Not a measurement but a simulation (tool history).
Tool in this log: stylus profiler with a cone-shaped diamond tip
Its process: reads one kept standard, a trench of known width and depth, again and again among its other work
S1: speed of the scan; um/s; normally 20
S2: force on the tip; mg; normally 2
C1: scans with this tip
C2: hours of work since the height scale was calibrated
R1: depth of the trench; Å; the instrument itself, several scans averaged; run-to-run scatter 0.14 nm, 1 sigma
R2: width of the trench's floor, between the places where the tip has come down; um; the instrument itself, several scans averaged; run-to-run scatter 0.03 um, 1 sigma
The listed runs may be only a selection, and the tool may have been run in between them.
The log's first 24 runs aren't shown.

Run 25, hour 444.8: usual settings but S1 35 um/s, S2 4.57 mg; C1 13618; C2 963. Result: R1 5061.9 Å, R2 25.47 um.
Run 26, hour 474.5: usual settings but S1 33 um/s, S2 1.17 mg; C1 13941; C2 986. Result: R1 5023.5 Å, R2 25.3 um.
Run 27, hour 498.9: usual settings but S1 15 um/s, S2 1.48 mg; C1 14205; C2 1005. Result: R1 5026.2 Å, R2 25.45 um.
Run 28, hour 528.7: usual settings but S1 32 um/s; C1 14529; C2 1028. Result: R1 5035.9 Å, R2 25.41 um.
Run 29, hour 541: usual settings but S1 7 um/s, S2 0.78 mg; C1 14663; C2 1037. Result: R1 5019 Å, R2 25.54 um.
Run 30, hour 561.7: usual settings but S1 7 um/s, S2 0.78 mg; C1 14887; C2 1053. Result: R1 5018.8 Å, R2 25.51 um.
Run 31, hour 583.9: usual settings but S1 17 um/s, S2 1.26 mg; C1 15128; C2 1070. Result: R1 5025.5 Å, R2 25.48 um.
Run 32, hour 613.4: usual settings but S1 32 um/s, S2 1.8 mg; C1 15449; C2 1093. Result: R1 5033.3 Å, R2 25.37 um.
Run 33, hour 639.4: usual settings but S1 79 um/s, S2 3.11 mg; C1 15730; C2 1113. Result: R1 5047.3 Å, R2 25.12 um.
Run 34, hour 665.4: usual settings but S1 12 um/s, S2 1.29 mg; C1 16012; C2 1133. Result: R1 5028.9 Å, R2 25.49 um.
Run 35, hour 681.3: usual settings but S1 12 um/s, S2 2.59 mg; C1 16185; C2 1145. Result: R1 5040.1 Å, R2 25.54 um.
Run 36, hour 708.6: usual settings but S1 12 um/s, S2 1.54 mg; C1 16481; C2 1166. Result: R1 5030.2 Å, R2 25.55 um.
Run 37, hour 729.2: usual settings but S1 25 um/s, S2 1.18 mg; C1 16705; C2 1182. Result: R1 5025.7 Å, R2 25.41 um.
Run 38, hour 747.9: usual settings but S1 25 um/s, S2 1.18 mg; C1 16908; C2 1196. Result: R1 5022.9 Å, R2 25.42 um.
Run 39, hour 775.6: usual settings but S1 7 um/s, S2 4.34 mg; C1 17209; C2 1218. Result: R1 5057.8 Å, R2 25.6 um.
Run 40, hour 789.7: usual settings but S1 19 um/s, S2 4.34 mg; C1 17362; C2 1228. Result: R1 5058.3 Å, R2 25.53 um.
Run 41, hour 804.8: usual settings but S1 79 um/s, S2 1.44 mg; C1 17525; C2 1240. Result: R1 5028 Å, R2 25 um.
Run 42, hour 819.7: usual settings but S1 75 um/s, S2 1.44 mg; C1 17687; C2 1251. Result: R1 5028.1 Å, R2 24.98 um.
Run 43, hour 836.2: usual settings but S1 53 um/s, S2 1.14 mg; C1 17866; C2 1264. Result: R1 5022.2 Å, R2 25.16 um.
Run 44, hour 865: usual settings but S1 48 um/s, S2 1.23 mg; C1 18179; C2 1286. Result: R1 5022.3 Å, R2 25.24 um.
Run 45, hour 881.9: usual settings but S1 45 um/s, S2 4.27 mg; C1 18363; C2 1299. Result: R1 5057.7 Å, R2 25.43 um.
Run 46, hour 906.1: usual settings but S1 11 um/s, S2 3.73 mg; C1 18625; C2 1318. Result: R1 5052.7 Å, R2 25.61 um.

Branching from run 46: 5 alternative next runs. What would each branch give?
Run A, hour 929: usual settings but S1 25 um/s, S2 1.05 mg; C1 18873; C2 1335. Result: R1 ?, R2 ?.
Run B, hour 929: usual settings but S2 1.48 mg; C1 18873; C2 1335. Result: R1 ?, R2 ?.
Run C, hour 929: usual settings but S1 42 um/s, S2 3.73 mg; C1 18873; C2 1335. Result: R1 ?, R2 ?.
Run D, hour 929: usual settings but S1 70 um/s, S2 0.81 mg; C1 18873; C2 1335. Result: R1 ?, R2 ?.
Run E, hour 929: usual settings but S1 21 um/s, S2 1.13 mg; C1 18873; C2 1335. Result: R1 ?, R2 ?.

run      R1     R2
  A  5022.4  25.36
  B  5028.6  25.43
  C  5052.2  25.42
  D  5016.6  24.85
  E  5023.3  25.46
The same runs, with their run-to-run variation unchanged, on a tool lacking any hidden condition would have given:
run      R1     R2
  A  5022.7  25.37
  B  5028.9  25.45
  C  5052.5  25.43
  D  5016.9  24.86
  E  5023.6  25.48
